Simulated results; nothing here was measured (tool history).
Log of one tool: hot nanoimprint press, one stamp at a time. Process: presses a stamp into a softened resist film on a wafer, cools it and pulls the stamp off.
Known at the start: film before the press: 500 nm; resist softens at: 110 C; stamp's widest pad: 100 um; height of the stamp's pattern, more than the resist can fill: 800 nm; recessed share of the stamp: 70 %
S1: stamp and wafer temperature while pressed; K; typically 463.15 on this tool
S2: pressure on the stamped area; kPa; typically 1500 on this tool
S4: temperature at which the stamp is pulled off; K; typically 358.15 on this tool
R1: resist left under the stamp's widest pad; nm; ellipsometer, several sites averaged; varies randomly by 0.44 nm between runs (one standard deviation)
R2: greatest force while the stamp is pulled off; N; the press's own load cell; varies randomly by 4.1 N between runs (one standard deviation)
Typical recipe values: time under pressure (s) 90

Run 1, hour 0.0: usual settings. Result: R1 209.6 nm, R2 204 N.
Run 2, hour 7.2: usual settings but S2 1830 kPa. Result: R1 191.9 nm, R2 193 N.
Run 3, hour 14.7: usual settings. Result: R1 209.7 nm, R2 204 N.
Run 4, hour 24.0: usual settings. Result: R1 209.7 nm, R2 197 N.
Run 5, hour 33.3: usual settings but S1 473.15 K. Result: R1 156.4 nm, R2 205 N.
Run 6, hour 42.9: usual settings but S1 466.15 K. Result: R1 191.8 nm, R2 201 N.
Run 7, hour 49.8: usual settings but S1 466.15 K. Result: R1 192.5 nm, R2 204 N.
Run 8, hour 62.6: usual settings but S1 465.15 K, S4 345.15 K. Result: R1 198.0 nm, R2 235 N.
Run 9, hour 71.5: usual settings but S1 452.15 K, time under pressure (s) 48, S4 359.15 K. Result: R1 347.8 nm, R2 201 N.
Run 10, hour 81.5: usual settings but S1 452.15 K, time under pressure (s) 48, S4 359.15 K. Result: R1 347.5 nm, R2 201 N.
Run 11, hour 86.8: usual settings but S1 452.15 K, time under pressure (s) 48, S4 359.15 K. Result: R1 347.8 nm, R2 207 N.

Between the runs listed above, the log contained 1 entry, not reproduced here. Where in the sequence does each belong, and how does what the log doesn't record of the tool's condition differ from the listed run before to the listed run after?
After run 7, before run 8: plate thermocouple calibrated (hour 56.2)
  true temperature over the reading, C: 0.05 -> -0.01

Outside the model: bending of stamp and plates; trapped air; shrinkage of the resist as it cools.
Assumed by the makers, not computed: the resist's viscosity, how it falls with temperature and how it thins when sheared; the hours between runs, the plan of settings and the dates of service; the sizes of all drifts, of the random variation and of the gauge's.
